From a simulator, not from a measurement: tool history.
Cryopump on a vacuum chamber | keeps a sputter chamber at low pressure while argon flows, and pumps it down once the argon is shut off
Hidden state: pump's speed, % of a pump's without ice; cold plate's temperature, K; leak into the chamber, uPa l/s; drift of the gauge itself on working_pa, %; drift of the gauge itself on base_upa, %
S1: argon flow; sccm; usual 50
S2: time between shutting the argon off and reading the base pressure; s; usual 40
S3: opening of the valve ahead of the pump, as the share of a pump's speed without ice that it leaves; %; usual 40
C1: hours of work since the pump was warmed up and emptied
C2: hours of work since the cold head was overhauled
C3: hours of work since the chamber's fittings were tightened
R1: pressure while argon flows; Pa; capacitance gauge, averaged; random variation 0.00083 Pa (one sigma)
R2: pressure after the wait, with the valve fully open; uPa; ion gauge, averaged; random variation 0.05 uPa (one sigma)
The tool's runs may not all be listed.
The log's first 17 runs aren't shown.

run 18 hour=331.0 | S1=50 S2=40 S3=56 | C1=291 C2=875 C3=388 | R1=0.1332 R2=3.89
run 19 hour=350.9 | S1=50 S2=40 S3=56 | C1=308 C2=891 C3=404 | R1=0.1339 R2=3.87
run 20 hour=374.8 | S1=23 S2=59 S3=19 | C1=327 C2=911 C3=424 | R1=0.1674 R2=3.02
run 21 hour=392.1 | S1=26 S2=40 S3=28 | C1=342 C2=926 C3=438 | R1=0.1326 R2=4.09
run 22 hour=410.1 | S1=42 S2=64 S3=25 | C1=357 C2=940 C3=453 | R1=0.2370 R2=3.03
run 23 hour=421.4 | S1=50 S2=228 S3=32 | C1=366 C2=950 C3=463 | R1=0.2244 R2=1.73
run 24 hour=448.4 | S1=50 S2=228 S3=32 | C1=389 C2=972 C3=485 | R1=0.2269 R2=1.83
run 25 hour=472.9 | S1=50 S2=228 S3=32 | C1=409 C2=993 C3=505 | R1=0.2283 R2=1.86
run 26 hour=493.3 | S1=50 S2=228 S3=32 | C1=426 C2=1010 C3=522 | R1=0.2316 R2=1.98
run 27 hour=511.0 | S1=63 S2=40 S3=30 | C1=441 C2=1024 C3=537 | R1=0.3080 R2=4.27
run 28 hour=526.1 | S1=63 S2=40 S3=30 | C1=453 C2=1037 C3=550 | R1=0.3109 R2=4.42
run 29 hour=550.2 | S1=63 S2=40 S3=30 | C1=473 C2=1057 C3=570 | R1=0.3070 R2=4.36
run 30 hour=569.7 | S1=50 S2=40 S3=23 | C1=489 C2=1073 C3=586 | R1=0.3137 R2=4.26
run 31 hour=591.0 | S1=50 S2=40 S3=23 | C1=507 C2=1091 C3=603 | R1=0.3172 R2=4.47
run 32 hour=606.0 | S1=26 S2=150 S3=28 | C1=519 C2=1103 C3=616 | R1=0.1392 R2=2.55

Forecast run 33:
run 33 hour=630.5 | S1=30 S2=150 S3=47 | C1=540 C2=1123 C3=636 | R1=? R2=?

Run 33 gave R1 0.1030 Pa, R2 2.59 uPa.
Without the tool's hidden state the same run would have given R1 0.0840 Pa, R2 0.96 uPa.

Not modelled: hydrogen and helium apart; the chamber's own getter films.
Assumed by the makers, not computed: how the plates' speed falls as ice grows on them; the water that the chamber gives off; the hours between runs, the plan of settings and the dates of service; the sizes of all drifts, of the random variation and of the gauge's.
